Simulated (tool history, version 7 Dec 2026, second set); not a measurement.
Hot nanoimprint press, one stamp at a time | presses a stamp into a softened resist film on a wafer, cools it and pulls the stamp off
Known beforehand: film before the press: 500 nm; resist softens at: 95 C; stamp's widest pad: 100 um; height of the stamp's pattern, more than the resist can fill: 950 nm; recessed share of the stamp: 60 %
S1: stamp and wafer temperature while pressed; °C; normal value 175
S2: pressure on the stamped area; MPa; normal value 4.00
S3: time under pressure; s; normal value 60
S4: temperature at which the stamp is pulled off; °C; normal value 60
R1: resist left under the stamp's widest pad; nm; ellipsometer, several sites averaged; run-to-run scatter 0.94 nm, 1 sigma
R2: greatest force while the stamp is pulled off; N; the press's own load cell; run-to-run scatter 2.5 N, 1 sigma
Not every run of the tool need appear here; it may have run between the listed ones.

{"run": 1, "day": 0.0, "S1": 175, "S2": 4.0, "S3": 60, "S4": 60, "R1": 271.6, "R2": 166}
{"run": 2, "day": 1.954, "S1": 175, "S2": 4.0, "S3": 60, "S4": 60, "R1": 270.6, "R2": 171}
{"run": 3, "day": 3.8, "S1": 175, "S2": 4.0, "S3": 60, "S4": 60, "R1": 274.9, "R2": 177}
{"run": 4, "day": 4.983, "S1": 175, "S2": 4.0, "S3": 51, "S4": 60, "R1": 287.1, "R2": 182}
{"run": 5, "day": 6.117, "S1": 175, "S2": 4.0, "S3": 51, "S4": 60, "R1": 287.0, "R2": 190}
{"run": 6, "day": 7.85, "S1": 175, "S2": 4.0, "S3": 51, "S4": 60, "R1": 288.7, "R2": 194}
{"run": 7, "day": 9.012, "S1": 175, "S2": 4.0, "S3": 60, "S4": 60, "R1": 277.4, "R2": 203}
{"run": 8, "day": 10.021, "S1": 175, "S2": 4.0, "S3": 60, "S4": 60, "R1": 274.0, "R2": 197}
{"run": 9, "day": 11.158, "S1": 175, "S2": 4.0, "S3": 60, "S4": 60, "R1": 275.6, "R2": 207}
{"run": 10, "day": 12.167, "S1": 175, "S2": 3.65, "S3": 60, "S4": 53, "R1": 284.9, "R2": 239}

Expected results for the next run?
{"run": 11, "day": 13.512, "S1": 185, "S2": 2.84, "S3": 62, "S4": 63, "R1": "?", "R2": "?"}

R1: 205.8 nm
R2: 188 N
Take away the tool's hidden state, keep the run-to-run variation as it was, and the same run would have given R1 191.8 nm, R2 101 N.

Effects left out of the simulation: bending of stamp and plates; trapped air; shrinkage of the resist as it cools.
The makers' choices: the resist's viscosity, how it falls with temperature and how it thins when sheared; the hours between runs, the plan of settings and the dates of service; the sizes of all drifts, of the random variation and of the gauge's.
